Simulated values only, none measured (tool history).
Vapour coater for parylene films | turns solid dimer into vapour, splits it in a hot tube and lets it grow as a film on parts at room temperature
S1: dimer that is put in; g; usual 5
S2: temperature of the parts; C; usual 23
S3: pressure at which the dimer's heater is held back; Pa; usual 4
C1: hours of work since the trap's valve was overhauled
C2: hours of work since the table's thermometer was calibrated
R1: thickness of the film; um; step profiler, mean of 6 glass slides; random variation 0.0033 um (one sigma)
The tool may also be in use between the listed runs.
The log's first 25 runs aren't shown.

run 26 hour=949.5 | S1=3 S2=18 S3=5.07 | C1=543 C2=1194 | R1=0.574
-- hour=973.4 trap's valve overhauled
run 27 hour=1005.1 | S1=2 S2=30 S3=7.34 | C1=20 C2=1227 | R1=0.225
run 28 hour=1041.5 | S1=5 S2=18 S3=9.3 | C1=43 C2=1250 | R1=0.841
run 29 hour=1082.8 | S1=5 S2=18 S3=9.3 | C1=70 C2=1276 | R1=0.837
run 30 hour=1104.8 | S1=5 S2=18 S3=9.3 | C1=84 C2=1290 | R1=0.844
run 31 hour=1154.3 | S1=5 S2=20 S3=10.42 | C1=115 C2=1322 | R1=0.759
run 32 hour=1197.8 | S1=5 S2=33 S3=4.68 | C1=143 C2=1349 | R1=0.569
run 33 hour=1225.8 | S1=2 S2=25 S3=3.44 | C1=161 C2=1367 | R1=0.333

The next listed run, before its measurement:
run 34 hour=1264.9 | S1=5 S2=23 S3=7.77 | C1=186 C2=1392 | R1=?

{"run 34": {"R1": 0.732}}
Without the tool's hidden state the same run would have given R1 0.733 um.
